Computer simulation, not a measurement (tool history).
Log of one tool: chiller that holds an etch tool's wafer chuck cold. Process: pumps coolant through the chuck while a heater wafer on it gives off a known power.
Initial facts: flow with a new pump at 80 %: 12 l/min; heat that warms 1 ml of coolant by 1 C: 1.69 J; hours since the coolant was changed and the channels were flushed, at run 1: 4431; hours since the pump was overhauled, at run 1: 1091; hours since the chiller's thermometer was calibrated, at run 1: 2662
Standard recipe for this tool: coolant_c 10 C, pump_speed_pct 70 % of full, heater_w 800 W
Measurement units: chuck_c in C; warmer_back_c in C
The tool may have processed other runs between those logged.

run   hour  coolant_c  pump_speed_pct  heater_w  hours since the coolant was changed and the channels were flushed  hours since the pump was overhauled  hours since the chiller's thermometer was calibrated  chuck_c  warmer_back_c
  1    0.0         10              70       800                                                               4431                                 1091                                                  2662    16.55           2.73
  2   24.7         10              70       800                                                               4456                                 1116                                                  2686    16.67           2.76
  3   67.2         10              84       800                                                               4498                                 1158                                                  2729    15.93           2.24
  4   92.7         10              84       800                                                               4524                                 1184                                                  2754    15.91           2.20
  5  120.5         10              84       800                                                               4552                                 1211                                                  2782    15.90           2.23
  6  158.8         10              70       800                                                               4590                                 1250                                                  2820    16.64           2.68
  7  192.9         10              70       800                                                               4624                                 1284                                                  2854    16.46           2.69
  8  221.0         10              70      1019                                                               4652                                 1312                                                  2883    18.46           3.43
  9  269.1          3              66       839                                                               4700                                 1360                                                  2931    10.26           2.96
 10  295.6         20              81       742                                                               4727                                 1387                                                  2957    25.54           2.07

Estimate the outcome of run 11 from the log above:
 11  331.7          7              70       800                                                               4763                                 1423                                                  2993        ?              ?

{"run 11": {"chuck_c": 13.6, "warmer_back_c": 2.63}}
Had the tool carried no hidden state, the very same run would have given chuck_c 13.59 C, warmer_back_c 2.74 C.

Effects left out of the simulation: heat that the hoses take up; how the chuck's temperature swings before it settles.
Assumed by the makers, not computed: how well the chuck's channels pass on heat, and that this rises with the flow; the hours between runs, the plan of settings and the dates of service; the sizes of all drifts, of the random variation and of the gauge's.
